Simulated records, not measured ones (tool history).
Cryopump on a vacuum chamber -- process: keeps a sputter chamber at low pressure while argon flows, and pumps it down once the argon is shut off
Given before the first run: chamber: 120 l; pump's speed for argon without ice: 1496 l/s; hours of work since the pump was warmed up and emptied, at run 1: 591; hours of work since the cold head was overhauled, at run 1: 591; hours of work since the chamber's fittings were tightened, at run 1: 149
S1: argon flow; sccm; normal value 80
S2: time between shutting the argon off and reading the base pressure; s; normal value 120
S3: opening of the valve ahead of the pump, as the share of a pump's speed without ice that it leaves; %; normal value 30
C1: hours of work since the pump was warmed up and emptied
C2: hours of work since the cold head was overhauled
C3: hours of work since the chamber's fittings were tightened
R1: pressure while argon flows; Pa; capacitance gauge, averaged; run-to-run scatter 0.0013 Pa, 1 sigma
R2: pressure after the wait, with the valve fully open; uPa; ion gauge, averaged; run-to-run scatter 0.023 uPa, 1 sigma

| run | hour | S1 | S2 | S3 | C1 | C2 | C3 | R1 | R2 |
|---|---|---|---|---|---|---|---|---|---|
| 1 | 0 | 80 | 120 | 30 | 591 | 591 | 149 | 0.3157 | 0.83 |
| 2 | 30.1 | 80 | 120 | 30 | 613 | 613 | 171 | 0.3161 | 0.85 |
| 3 | 62 | 80 | 120 | 30 | 636 | 636 | 194 | 0.3162 | 0.88 |
| 4 | 80.3 | 53 | 120 | 30 | 649 | 649 | 207 | 0.209 | 0.88 |
| 5 | 115.6 | 80 | 120 | 30 | 675 | 675 | 233 | 0.318 | 0.93 |
| 6 | 133.6 | 80 | 120 | 30 | 688 | 688 | 246 | 0.3181 | 0.9 |
| 7 | 169.4 | 80 | 120 | 30 | 714 | 714 | 272 | 0.3185 | 0.88 |
| 8 | 195.4 | 80 | 120 | 30 | 733 | 733 | 291 | 0.3191 | 0.95 |
| 9 | 212.4 | 80 | 120 | 30 | 745 | 745 | 303 | 0.3201 | 0.92 |
| 10 | 239.7 | 80 | 120 | 30 | 765 | 765 | 323 | 0.3214 | 0.99 |
| 11 | 261.3 | 80 | 56 | 25 | 781 | 781 | 339 | 0.3812 | 1.53 |
| 12 | 283.4 | 80 | 77 | 30 | 797 | 797 | 355 | 0.3227 | 1.28 |
|  | 291.8 | pump warmed up, emptied and cooled again |
| 13 | 305.8 | 80 | 123 | 45 | 10 | 809 | 367 | 0.2028 | 0.91 |
| 14 | 333 | 80 | 123 | 20 | 30 | 829 | 387 | 0.4541 | 0.94 |
| 15 | 363 | 40 | 123 | 17 | 52 | 851 | 409 | 0.2642 | 0.95 |
| 16 | 380 | 50 | 63 | 30 | 64 | 863 | 421 | 0.1909 | 1.38 |
| 17 | 416.8 | 102 | 124 | 22 | 91 | 890 | 448 | 0.5277 | 0.92 |
| 18 | 445.2 | 88 | 124 | 22 | 111 | 910 | 468 | 0.4569 | 0.97 |

Forecast each of these 5 alternatives for the next run:
| A | 460.6 | 88 | 37 | 22 | 123 | 922 | 480 | ? | ? |
| B | 460.6 | 80 | 51 | 30 | 123 | 922 | 480 | ? | ? |
| C | 460.6 | 80 | 120 | 45 | 123 | 922 | 480 | ? | ? |
| D | 460.6 | 88 | 124 | 30 | 123 | 922 | 480 | ? | ? |
| E | 460.6 | 90 | 180 | 22 | 123 | 922 | 480 | ? | ? |

| run | R1 | R2 |
|---|---|---|
| A | 0.4552 | 2.12 |
| B | 0.3063 | 1.71 |
| C | 0.206 | 0.94 |
| D | 0.3379 | 0.99 |
| E | 0.4677 | 0.86 |
Had the tool no hidden state, the same runs would have come out as:
| run | R1 | R2 |
|---|---|---|
| A | 0.4507 | 1.86 |
| B | 0.3022 | 1.45 |
| C | 0.2018 | 0.68 |
| D | 0.3333 | 0.72 |
| E | 0.4631 | 0.6 |
